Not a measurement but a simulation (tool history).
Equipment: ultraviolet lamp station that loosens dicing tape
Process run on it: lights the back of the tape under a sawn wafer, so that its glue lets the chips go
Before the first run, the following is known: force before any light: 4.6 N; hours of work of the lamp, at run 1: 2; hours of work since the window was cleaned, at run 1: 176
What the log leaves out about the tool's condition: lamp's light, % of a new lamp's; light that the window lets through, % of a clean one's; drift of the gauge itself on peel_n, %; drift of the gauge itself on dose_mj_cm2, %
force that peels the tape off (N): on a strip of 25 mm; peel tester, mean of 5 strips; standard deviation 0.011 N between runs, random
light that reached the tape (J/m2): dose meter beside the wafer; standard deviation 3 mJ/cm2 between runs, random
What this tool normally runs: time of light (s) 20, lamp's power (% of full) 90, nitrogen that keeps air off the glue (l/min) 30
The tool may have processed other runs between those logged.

run	day	time of light (s)	lamp's power (% of full)	nitrogen that keeps air off the glue (l/min)	hours of work of the lamp	hours of work since the window was cleaned	force that peels the tape off (N)	light that reached the tape (J/m2)
1	0	20	90	30	2	176	0.543	4110
2	2.471	20	90	30	28	202	0.553	4030
3	3.854	20	90	30	43	217	0.556	4050
4	6.275	20	90	30	69	243	0.583	3960
5	8.508	20	90	30	93	267	0.579	3880
6	11.179	20	90	30	122	296	0.599	3790
7	12.638	20	90	30	138	312	0.612	3740
8	15.45	20	90	30	168	342	0.622	3650
9	16.779	20	90	30	182	356	0.659	3640
10	19.521	20	90	30	212	386	0.642	3630
11	21.171	20	90	30	230	404	0.689	3520
12	22.704	20	78	30	246	420	0.876	3040
13	24.933	20	78	30	270	444	0.849	3010
14	26.442	20	78	30	286	460	0.889	2960
15	27.933	20	61	30	302	476	1.227	2280
16	29.358	20	61	30	318	492	1.263	2260
17	32.283	20	61	30	349	523	1.282	2170
18	35.45	20	61	30	383	557	1.329	2170
# day 36.112: window cleaned of glue's vapour
19	37.2	20	90	30	402	12	0.602	3810
20	39.071	20	90	30	422	32	0.63	3690
21	42.025	20	90	17	454	64	0.86	3610
22	45.246	20	90	17	488	98	0.902	3540
23	47.788	20	74	22	516	126	1.048	2900
24	49.35	39	90	25	533	142	0.308	6640
25	52.408	12	90	27	565	175	1.469	1990
26	54.075	18	72	27	583	193	1.147	2400
27	56.779	18	72	34	612	222	1.125	2350
# day 57.854: lamp changed
28	59.254	18	72	34	15	248	0.811	2910
29	60.929	18	72	16	33	266	1.226	2910
30	63.65	15	78	44	62	296	0.891	2570
31	66.162	14	78	14	89	323	1.59	2370
32	68.25	33	66	42	112	345	0.376	4530
33	71.412	24	64	37	146	379	0.695	3120
34	73.346	24	64	37	167	400	0.724	3110
35	75.3	34	62	30	188	421	0.508	4240
36	78.538	39	90	30	222	456	0.283	6930
37	81.338	31	79	17	253	486	0.615	4660
38	82.825	31	79	9	269	502	0.882	4670
39	85.688	31	79	9	299	533	0.942	4500
40	87.942	31	100	27	324	557	0.344	5670
# day 88.629: window cleaned of glue's vapour
41	89.771	31	89	20	343	12	0.391	5950
42	91.429	31	89	20	361	30	0.394	5870
43	94.712	23	69	11	396	65	1.312	3250
44	97.288	21	90	12	424	93	1.015	3870

Across each entry between runs, compare the hidden state at the last listed run before it with the hidden state at the first listed run after it:
Runs 18 to 19: window cleaned of glue's vapour (day 36.112)
  lamp's light, % of a new lamp's: 87 -> 86.4; light that the window lets through, % of a clean one's: 82.9 -> 99.3
  measured result minus the result with no hidden state, force that peels the tape off (N): +0.457 -> +0.124; light that reached the tape (J/m2): -830 -> -630
Runs 27 to 28: lamp changed (day 57.854)
  lamp's light, % of a new lamp's: 79.4 -> 99.5; light that the window lets through, % of a clean one's: 93.2 -> 92.4
  measured result minus the result with no hidden state, force that peels the tape off (N): +0.384 -> +0.095; light that reached the tape (J/m2): -820 -> -250
Runs 40 to 41: window cleaned of glue's vapour (day 88.629)
  lamp's light, % of a new lamp's: 89.3 -> 88.7; light that the window lets through, % of a clean one's: 83.7 -> 99.2
  measured result minus the result with no hidden state, force that peels the tape off (N): +0.084 -> +0.057; light that reached the tape (J/m2): -1920 -> -810
